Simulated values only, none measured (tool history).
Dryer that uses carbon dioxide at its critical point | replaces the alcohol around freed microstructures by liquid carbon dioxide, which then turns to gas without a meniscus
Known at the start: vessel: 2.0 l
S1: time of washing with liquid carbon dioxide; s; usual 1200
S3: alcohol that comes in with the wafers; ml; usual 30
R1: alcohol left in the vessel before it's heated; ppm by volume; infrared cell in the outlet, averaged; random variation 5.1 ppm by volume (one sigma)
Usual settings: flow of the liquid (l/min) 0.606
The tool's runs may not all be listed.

Run 1, hour 0.0: usual settings. Result: R1 178 ppm by volume.
Run 2, hour 10.7: usual settings. Result: R1 184 ppm by volume.
Run 3, hour 25.7: usual settings. Result: R1 189 ppm by volume.
At hour 30.2: inlet filter changed.
Run 4, hour 38.3: usual settings. Result: R1 96 ppm by volume.
Run 5, hour 50.7: usual settings. Result: R1 93 ppm by volume.
Run 6, hour 59.0: usual settings. Result: R1 96 ppm by volume.
Run 7, hour 72.8: usual settings. Result: R1 102 ppm by volume.
Run 8, hour 84.0: usual settings. Result: R1 98 ppm by volume.
Run 9, hour 92.4: usual settings but flow of the liquid (l/min) 0.887. Result: R1 48 ppm by volume.
Run 10, hour 103.6: usual settings but S1 1320 s. Result: R1 92 ppm by volume.
Run 11, hour 111.9: usual settings but S3 92 ml. Result: R1 267 ppm by volume.
Run 12, hour 121.4: usual settings but S1 900 s. Result: R1 315 ppm by volume.
Run 13, hour 135.6: usual settings but S3 109 ml. Result: R1 316 ppm by volume.
Run 14, hour 146.7: usual settings but S3 109 ml. Result: R1 323 ppm by volume.
Run 15, hour 160.4: usual settings but S3 109 ml. Result: R1 316 ppm by volume.
Run 16, hour 168.0: usual settings but S1 780 s. Result: R1 523 ppm by volume.
Run 17, hour 175.6: usual settings but S1 780 s. Result: R1 539 ppm by volume.
Run 18, hour 187.4: usual settings. Result: R1 132 ppm by volume.
Run 19, hour 194.7: usual settings. Result: R1 139 ppm by volume.
Run 20, hour 205.4: usual settings. Result: R1 134 ppm by volume.
Run 21, hour 216.0: usual settings but S3 21 ml. Result: R1 113 ppm by volume.
Run 22, hour 229.7: usual settings but S3 21 ml. Result: R1 119 ppm by volume.
Run 23, hour 237.5: usual settings but S3 99 ml. Result: R1 335 ppm by volume.
Run 24, hour 250.0: usual settings but S3 99 ml. Result: R1 357 ppm by volume.
Run 25, hour 262.3: usual settings but S1 1020 s, flow of the liquid (l/min) 0.462, S3 49 ml. Result: R1 985 ppm by volume.
Run 26, hour 273.9: usual settings but S1 1020 s, flow of the liquid (l/min) 0.462, S3 49 ml. Result: R1 974 ppm by volume.
Run 27, hour 289.0: usual settings but S1 1500 s. Result: R1 100 ppm by volume.
Run 28, hour 298.4: usual settings but S1 780 s, flow of the liquid (l/min) 0.533, S3 45 ml. Result: R1 1300 ppm by volume.
Run 29, hour 310.5: usual settings but S1 900 s. Result: R1 419 ppm by volume.
Run 30, hour 321.5: usual settings but S1 1080 s, flow of the liquid (l/min) 0.402, S3 75 ml. Result: R1 2050 ppm by volume.
Run 31, hour 330.3: usual settings but S1 1080 s, flow of the liquid (l/min) 0.587. Result: R1 268 ppm by volume.
Run 32, hour 342.5: usual settings but S1 840 s, flow of the liquid (l/min) 0.904, S3 44 ml. Result: R1 183 ppm by volume.
Run 33, hour 349.9: usual settings but flow of the liquid (l/min) 0.884. Result: R1 77 ppm by volume.
Run 34, hour 359.8: usual settings but S1 1500 s, flow of the liquid (l/min) 0.388, S3 37 ml. Result: R1 449 ppm by volume.
Run 35, hour 366.8: usual settings but S1 1500 s, flow of the liquid (l/min) 0.388, S3 37 ml. Result: R1 453 ppm by volume.
Run 36, hour 381.4: usual settings but S1 1620 s, flow of the liquid (l/min) 0.386, S3 37 ml. Result: R1 359 ppm by volume.
Run 37, hour 394.3: usual settings but flow of the liquid (l/min) 0.388, S3 37 ml. Result: R1 915 ppm by volume.
Run 38, hour 404.0: usual settings but S1 1020 s, S3 58 ml. Result: R1 529 ppm by volume.
Run 39, hour 416.7: usual settings but S1 1320 s, flow of the liquid (l/min) 0.871, S3 82 ml. Result: R1 110 ppm by volume.
Run 40, hour 426.6: usual settings but S1 1320 s, flow of the liquid (l/min) 0.871, S3 82 ml. Result: R1 110 ppm by volume.
Run 41, hour 434.4: usual settings but S1 900 s, flow of the liquid (l/min) 0.871, S3 82 ml. Result: R1 293 ppm by volume.
Run 42, hour 445.7: usual settings but S1 900 s, flow of the liquid (l/min) 0.871, S3 82 ml. Result: R1 301 ppm by volume.
Run 43, hour 460.5: usual settings but S1 900 s, flow of the liquid (l/min) 0.871, S3 82 ml. Result: R1 303 ppm by volume.
Run 44, hour 473.7: usual settings but S1 780 s, flow of the liquid (l/min) 0.686, S3 120 ml. Result: R1 1795 ppm by volume.
Run 45, hour 480.7: usual settings but S1 780 s, flow of the liquid (l/min) 0.577, S3 25 ml. Result: R1 743 ppm by volume.
Run 46, hour 493.3: usual settings but S3 103 ml. Result: R1 523 ppm by volume.

Forecast each of these 4 alternatives for the next run:
Run A, hour 501.9: usual settings but S1 780 s, S3 103 ml. Result: R1 ?.
Run B, hour 501.9: usual settings but S1 1500 s, flow of the liquid (l/min) 0.468, S3 103 ml. Result: R1 ?.
Run C, hour 501.9: usual settings but S1 840 s, S3 103 ml. Result: R1 ?.
Run D, hour 501.9: usual settings but flow of the liquid (l/min) 0.879. Result: R1 ?.

run    R1
  A  2415
  B   651
  C  1884
  D   111
Without the tool's hidden state the same runs would have given:
run    R1
  A  1439
  B   277
  C  1073
  D     5
